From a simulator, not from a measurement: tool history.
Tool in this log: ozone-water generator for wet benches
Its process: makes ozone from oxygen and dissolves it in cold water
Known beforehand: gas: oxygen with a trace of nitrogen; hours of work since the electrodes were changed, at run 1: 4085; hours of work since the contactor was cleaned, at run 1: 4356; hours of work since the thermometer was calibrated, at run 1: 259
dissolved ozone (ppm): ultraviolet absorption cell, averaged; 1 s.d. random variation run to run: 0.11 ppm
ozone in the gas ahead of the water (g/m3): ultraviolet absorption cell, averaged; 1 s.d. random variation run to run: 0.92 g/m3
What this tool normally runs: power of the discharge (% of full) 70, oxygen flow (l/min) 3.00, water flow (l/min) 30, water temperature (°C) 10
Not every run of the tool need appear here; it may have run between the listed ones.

run	hour	power of the discharge (% of full)	oxygen flow (l/min)	water flow (l/min)	water temperature (°C)	hours of work since the electrodes were changed	hours of work since the contactor was cleaned	hours of work since the thermometer was calibrated	dissolved ozone (ppm)	ozone in the gas ahead of the water (g/m3)
1	0.0	70	3.00	30	10	4085	4356	259	8.8	156.7
2	130.4	70	3.00	30	10	4181	4453	355	8.8	153.6
3	243.4	70	3.00	30	10	4265	4536	438	9.0	155.6
4	331.3	70	3.00	30	10	4329	4601	503	8.7	153.4
5	514.9	70	3.00	30	10	4465	4736	638	8.9	154.3
6	722.6	70	3.00	30	10	4618	4889	791	8.9	153.8
7	811.2	70	3.00	30	10	4683	4954	856	8.9	153.9
8	1007.0	70	3.00	24	10	4827	5099	1001	11.4	154.8
9	1130.2	70	3.00	24	10	4918	5189	1092	11.3	153.3
10	1222.5	70	3.00	24	10	4986	5257	1160	11.3	153.8
11	1319.7	70	3.00	24	10	5058	5329	1231	11.3	153.5
12	1430.1	70	3.00	24	10	5139	5410	1313	11.3	155.0
13	1583.8	70	1.59	20	16	5252	5524	1426	11.0	213.7
14	1716.8	58	1.59	47	16	5350	5622	1524	3.6	186.3
15	1822.2	58	1.59	47	16	5428	5699	1602	3.6	184.1
16	1975.9	40	2.84	30	14	5541	5813	1715	5.7	103.4
17	2129.3	40	2.84	30	14	5655	5926	1828	5.5	103.7
18	2240.5	40	2.84	30	14	5736	6008	1910	5.7	101.7
19	2399.5	70	3.00	21	8	5854	6125	2027	13.4	152.8
# hour 2557.5: contactor cleaned
20	2558.7	70	3.93	19	8	5968	1	2141	15.0	132.8
21	2728.9	70	3.93	19	8	6093	126	2267	15.2	131.9
22	2873.0	44	2.78	39	10	6200	233	2373	4.6	111.4
23	3080.8	57	2.13	24	8	6353	386	2526	8.9	155.4

3 ways to go on from here, each from the tool as it stands after run 23. What would each give?
A	3279.7	70	3.00	30	11	6499	532	2673	?	?
B	3279.7	57	3.52	21	16	6499	532	2673	?	?
C	3279.7	57	2.10	24	7	6499	532	2673	?	?

run	dissolved ozone (ppm)	ozone in the gas ahead of the water (g/m3)
A	8.8	150.9
B	10.7	119.0
C	8.9	155.9
Had the tool no hidden state, the same runs would have come out as:
run	dissolved ozone (ppm)	ozone in the gas ahead of the water (g/m3)
A	8.8	154.9
B	10.7	122.1
C	8.9	160.0

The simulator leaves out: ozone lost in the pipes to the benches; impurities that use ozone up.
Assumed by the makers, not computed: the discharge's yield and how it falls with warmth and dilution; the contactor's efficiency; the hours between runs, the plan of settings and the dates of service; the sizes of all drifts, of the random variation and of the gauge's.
